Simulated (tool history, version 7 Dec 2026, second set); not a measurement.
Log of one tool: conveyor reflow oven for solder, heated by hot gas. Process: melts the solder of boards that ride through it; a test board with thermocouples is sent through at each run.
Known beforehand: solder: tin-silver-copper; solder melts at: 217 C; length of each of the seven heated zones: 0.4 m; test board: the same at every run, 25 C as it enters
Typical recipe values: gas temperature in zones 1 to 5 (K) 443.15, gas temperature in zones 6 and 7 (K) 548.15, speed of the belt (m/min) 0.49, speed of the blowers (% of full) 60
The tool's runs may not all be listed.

run     day  gas temperature in zones 1 to 5 (K)  gas temperature in zones 6 and 7 (K)  speed of the belt (m/min)  speed of the blowers (% of full)  highest temperature of the board (K)  time above the solder's melting point (s)
  1       0                               443.15                                548.15                       0.49                                60                                526.85                                       72.3
  2   0.279                               443.15                                548.15                        0.4                                60                                533.65                                       97.6
  3   0.662                               443.15                                548.15                      0.394                                60                                534.05                                      100.4
  4    1.25                               443.15                                548.15                      0.394                                54                                533.05                                       98.7
  5   1.779                               443.15                                548.15                      0.394                                54                                533.45                                         98
  6   2.071                               443.15                                548.15                      0.394                                54                                532.65                                       98.7
  7   2.558                               443.15                                539.15                       0.49                                60                                517.95                                       64.3
        3.2  -- thermocouples of zones 6 and 7 changed
  8   3.262                               443.15                                539.15                       0.49                                60                                519.65                                       65.5
  9   3.638                               443.15                                539.15                       0.49                                60                                520.75                                       65.6
 10   4.096                               443.15                                554.15                       0.49                                60                                533.35                                       77.7
 11   4.433                               443.15                                554.15                       0.49                                60                                532.65                                       77.7
 12   4.812                               443.15                                537.15                       0.49                                60                                518.85                                       63.9
 13   5.296                               443.15                                537.15                       0.49                                60                                518.75                                         65
 14   5.575                               458.15                                544.15                      0.477                                88                                530.95                                         87
 15   6.162                               455.15                                544.15                      0.477                                51                                526.55                                         78
 16   6.521                               434.15                                547.15                      0.402                                61                                532.65                                       92.1
 17   6.988                               434.15                                547.15                      0.402                                61                                532.25                                       92.2
 18   7.529                               434.15                                547.15                      0.402                                61                                531.55                                       91.4
 19   7.892                               434.15                                537.15                      0.402                                61                                522.95                                       82.4
 20   8.375                               434.15                                563.15                       0.45                                73                                544.75                                       89.7
 21       9                               443.15                                543.15                       0.49                                57                                522.15                                       67.8
 22   9.533                               447.15                                543.15                      0.443                                55                                526.35                                       82.4
      9.979  -- flux residue cleaned out of gas plates and filters
 23  10.271                               447.15                                543.15                      0.443                                55                                529.15                                       85.8
 24  10.825                               447.15                                543.15                      0.443                                55                                528.75                                       85.5

Consider 3 possible next runs. They are alternatives, not a sequence: every one starts from the tool as it was left by run 24. What does each give?
  A  11.175                               432.15                                543.15                      0.443                                55                                     ?                                          ?
  B  11.175                               443.15                                548.15                       0.49                                89                                     ?                                          ?
  C  11.175                               447.15                                543.15                      0.515                                77                                     ?                                          ?

run  highest temperature of the board (K)  time above the solder's melting point (s)
  A                                526.15                                       76.4
  B                                535.55                                       81.3
  C                                528.05                                       72.6
Had the tool no hidden state, the same runs would have come out as:
run  highest temperature of the board (K)  time above the solder's melting point (s)
  A                                526.45                                         76
  B                                535.85                                         81
  C                                528.35                                       72.3

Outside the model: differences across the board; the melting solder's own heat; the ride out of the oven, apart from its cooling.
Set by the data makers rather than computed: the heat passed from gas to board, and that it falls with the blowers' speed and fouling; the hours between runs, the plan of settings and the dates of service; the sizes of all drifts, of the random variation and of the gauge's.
